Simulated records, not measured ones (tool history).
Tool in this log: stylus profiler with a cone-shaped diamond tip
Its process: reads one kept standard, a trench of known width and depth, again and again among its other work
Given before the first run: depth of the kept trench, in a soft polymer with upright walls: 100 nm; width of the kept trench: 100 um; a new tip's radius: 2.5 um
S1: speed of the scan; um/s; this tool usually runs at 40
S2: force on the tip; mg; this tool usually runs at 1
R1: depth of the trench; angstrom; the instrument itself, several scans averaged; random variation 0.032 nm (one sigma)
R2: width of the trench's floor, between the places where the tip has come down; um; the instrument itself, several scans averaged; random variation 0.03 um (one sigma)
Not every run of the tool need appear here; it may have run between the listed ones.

{"run": 1, "hour": 0.0, "S1": 40, "S2": 1, "R1": 1007.4, "R2": 98.23}
{"run": 2, "hour": 16.5, "S1": 40, "S2": 0.58, "R1": 1005.5, "R2": 98.11}
{"run": 3, "hour": 47.2, "S1": 40, "S2": 0.58, "R1": 1005.1, "R2": 98.15}
{"run": 4, "hour": 69.0, "S1": 40, "S2": 0.58, "R1": 1005.4, "R2": 98.19}
{"run": 5, "hour": 92.5, "S1": 40, "S2": 1, "R1": 1007.8, "R2": 98.24}
{"run": 6, "hour": 106.9, "S1": 40, "S2": 1, "R1": 1006.8, "R2": 98.14}
{"run": 7, "hour": 119.6, "S1": 40, "S2": 1, "R1": 1007.3, "R2": 98.22}
{"run": 8, "hour": 145.2, "S1": 40, "S2": 1, "R1": 1007.3, "R2": 98.26}
{"run": 9, "hour": 160.7, "S1": 40, "S2": 1, "R1": 1007.2, "R2": 98.23}
{"run": 10, "hour": 182.8, "S1": 40, "S2": 0.88, "R1": 1006.3, "R2": 98.22}
{"run": 11, "hour": 195.3, "S1": 40, "S2": 1, "R1": 1006.5, "R2": 98.21}
{"run": 12, "hour": 212.7, "S1": 40, "S2": 1, "R1": 1007.7, "R2": 98.18}
{"run": 13, "hour": 228.9, "S1": 40, "S2": 1, "R1": 1007.3, "R2": 98.14}
{"run": 14, "hour": 243.9, "S1": 55, "S2": 0.68, "R1": 1005.8, "R2": 97.97}
{"run": 15, "hour": 266.0, "S1": 55, "S2": 0.68, "R1": 1006.2, "R2": 98}
{"run": 16, "hour": 289.2, "S1": 40, "S2": 1.69, "R1": 1010.1, "R2": 98.35}
{"run": 17, "hour": 316.5, "S1": 14, "S2": 0.71, "R1": 1005.6, "R2": 98.45}
{"run": 18, "hour": 338.4, "S1": 14, "S2": 0.71, "R1": 1006.1, "R2": 98.42}
{"run": 19, "hour": 367.0, "S1": 15, "S2": 0.97, "R1": 1007.3, "R2": 98.51}
{"run": 20, "hour": 396.6, "S1": 15, "S2": 0.97, "R1": 1006.9, "R2": 98.48}
{"run": 21, "hour": 409.5, "S1": 11, "S2": 1.16, "R1": 1008.1, "R2": 98.51}
{"run": 22, "hour": 425.1, "S1": 11, "S2": 1.16, "R1": 1008.9, "R2": 98.52}
{"run": 23, "hour": 448.9, "S1": 83, "S2": 1.5, "R1": 1009.7, "R2": 97.93}
{"run": 24, "hour": 465.1, "S1": 32, "S2": 1.5, "R1": 1010, "R2": 98.31}

Predict each of these 5 candidate next runs independently; none follows another, all start after run 24:
{"run": "A", "hour": 482.0, "S1": 45, "S2": 0.57, "R1": "?", "R2": "?"}
{"run": "B", "hour": 482.0, "S1": 49, "S2": 1.44, "R1": "?", "R2": "?"}
{"run": "C", "hour": 482.0, "S1": 18, "S2": 0.54, "R1": "?", "R2": "?"}
{"run": "D", "hour": 482.0, "S1": 40, "S2": 0.97, "R1": "?", "R2": "?"}
{"run": "E", "hour": 482.0, "S1": 17, "S2": 1.33, "R1": "?", "R2": "?"}

run=A R1=1005.1 R2=98.08
run=B R1=1009.7 R2=98.21
run=C R1=1004.9 R2=98.33
run=D R1=1006.9 R2=98.2
run=E R1=1008.5 R2=98.49
With no hidden state in the tool, these same runs would have given:
run=A R1=1005.2 R2=98.09
run=B R1=1009.7 R2=98.21
run=C R1=1004.9 R2=98.34
run=D R1=1006.9 R2=98.21
run=E R1=1008.6 R2=98.49
